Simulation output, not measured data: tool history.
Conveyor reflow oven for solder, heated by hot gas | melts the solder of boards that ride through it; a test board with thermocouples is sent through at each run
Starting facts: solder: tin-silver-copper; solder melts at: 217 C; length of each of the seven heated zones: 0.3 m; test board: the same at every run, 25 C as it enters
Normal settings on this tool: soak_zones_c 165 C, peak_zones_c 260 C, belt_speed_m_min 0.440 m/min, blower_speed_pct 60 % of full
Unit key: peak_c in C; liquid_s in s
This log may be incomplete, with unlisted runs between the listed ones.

run 1 hour=0.0 | soak_zones_c=165 peak_zones_c=260 belt_speed_m_min=0.440 blower_speed_pct=60 | peak_c=244.5 liquid_s=51.1
run 2 hour=9.1 | soak_zones_c=165 peak_zones_c=260 belt_speed_m_min=0.440 blower_speed_pct=60 | peak_c=244.5 liquid_s=51.6
run 3 hour=14.4 | soak_zones_c=165 peak_zones_c=260 belt_speed_m_min=0.440 blower_speed_pct=60 | peak_c=244.3 liquid_s=51.6
run 4 hour=22.2 | soak_zones_c=165 peak_zones_c=260 belt_speed_m_min=0.440 blower_speed_pct=60 | peak_c=244.4 liquid_s=51.5
run 5 hour=28.2 | soak_zones_c=165 peak_zones_c=260 belt_speed_m_min=0.440 blower_speed_pct=60 | peak_c=244.3 liquid_s=51.4
run 6 hour=34.2 | soak_zones_c=165 peak_zones_c=260 belt_speed_m_min=0.440 blower_speed_pct=87 | peak_c=249.0 liquid_s=57.3
run 7 hour=42.7 | soak_zones_c=165 peak_zones_c=260 belt_speed_m_min=0.440 blower_speed_pct=87 | peak_c=248.7 liquid_s=56.9
run 8 hour=51.8 | soak_zones_c=165 peak_zones_c=260 belt_speed_m_min=0.415 blower_speed_pct=87 | peak_c=250.6 liquid_s=62.7
run 9 hour=55.8 | soak_zones_c=165 peak_zones_c=260 belt_speed_m_min=0.415 blower_speed_pct=81 | peak_c=249.5 liquid_s=61.6
-- hour=60.6 belt drive overhauled, speed set with a stopwatch
run 10 hour=66.9 | soak_zones_c=165 peak_zones_c=260 belt_speed_m_min=0.415 blower_speed_pct=81 | peak_c=249.8 liquid_s=62.0
run 11 hour=74.8 | soak_zones_c=165 peak_zones_c=260 belt_speed_m_min=0.440 blower_speed_pct=60 | peak_c=244.3 liquid_s=51.6
run 12 hour=81.9 | soak_zones_c=165 peak_zones_c=260 belt_speed_m_min=0.363 blower_speed_pct=67 | peak_c=251.2 liquid_s=72.6
-- hour=91.3 flux residue cleaned out of gas plates and filters
run 13 hour=95.3 | soak_zones_c=165 peak_zones_c=270 belt_speed_m_min=0.439 blower_speed_pct=56 | peak_c=254.4 liquid_s=60.2
-- hour=106.1 belt drive overhauled, speed set with a stopwatch, once more
run 14 hour=107.7 | soak_zones_c=165 peak_zones_c=261 belt_speed_m_min=0.416 blower_speed_pct=56 | peak_c=247.4 liquid_s=57.6
run 15 hour=116.2 | soak_zones_c=165 peak_zones_c=261 belt_speed_m_min=0.416 blower_speed_pct=56 | peak_c=247.4 liquid_s=57.4
run 16 hour=125.4 | soak_zones_c=165 peak_zones_c=261 belt_speed_m_min=0.416 blower_speed_pct=56 | peak_c=247.5 liquid_s=57.5
run 17 hour=129.9 | soak_zones_c=180 peak_zones_c=260 belt_speed_m_min=0.440 blower_speed_pct=82 | peak_c=251.8 liquid_s=65.2
run 18 hour=136.0 | soak_zones_c=165 peak_zones_c=252 belt_speed_m_min=0.463 blower_speed_pct=60 | peak_c=237.1 liquid_s=40.6
run 19 hour=145.6 | soak_zones_c=163 peak_zones_c=252 belt_speed_m_min=0.463 blower_speed_pct=60 | peak_c=236.9 liquid_s=39.3
run 20 hour=153.6 | soak_zones_c=163 peak_zones_c=275 belt_speed_m_min=0.477 blower_speed_pct=60 | peak_c=255.3 liquid_s=54.4
run 21 hour=157.7 | soak_zones_c=163 peak_zones_c=275 belt_speed_m_min=0.477 blower_speed_pct=60 | peak_c=255.4 liquid_s=54.5
run 22 hour=165.6 | soak_zones_c=158 peak_zones_c=261 belt_speed_m_min=0.366 blower_speed_pct=58 | peak_c=250.5 liquid_s=67.9

4 ways to go on from here, each from the tool as it stands after run 22. What would each give?
run A hour=172.0 | soak_zones_c=169 peak_zones_c=262 belt_speed_m_min=0.366 blower_speed_pct=58 | peak_c=? liquid_s=?
run B hour=172.0 | soak_zones_c=169 peak_zones_c=254 belt_speed_m_min=0.373 blower_speed_pct=58 | peak_c=? liquid_s=?
run C hour=172.0 | soak_zones_c=166 peak_zones_c=261 belt_speed_m_min=0.387 blower_speed_pct=89 | peak_c=? liquid_s=?
run D hour=172.0 | soak_zones_c=151 peak_zones_c=261 belt_speed_m_min=0.528 blower_speed_pct=58 | peak_c=? liquid_s=?

run=A peak_c=252.5 liquid_s=73.8
run=B peak_c=245.0 liquid_s=65.4
run=C peak_c=254.5 liquid_s=71.4
run=D peak_c=235.9 liquid_s=29.5
Without the tool's unlogged condition, the same runs would have read:
run=A peak_c=251.4 liquid_s=73.1
run=B peak_c=243.9 liquid_s=64.5
run=C peak_c=253.4 liquid_s=71.0
run=D peak_c=235.4 liquid_s=29.2
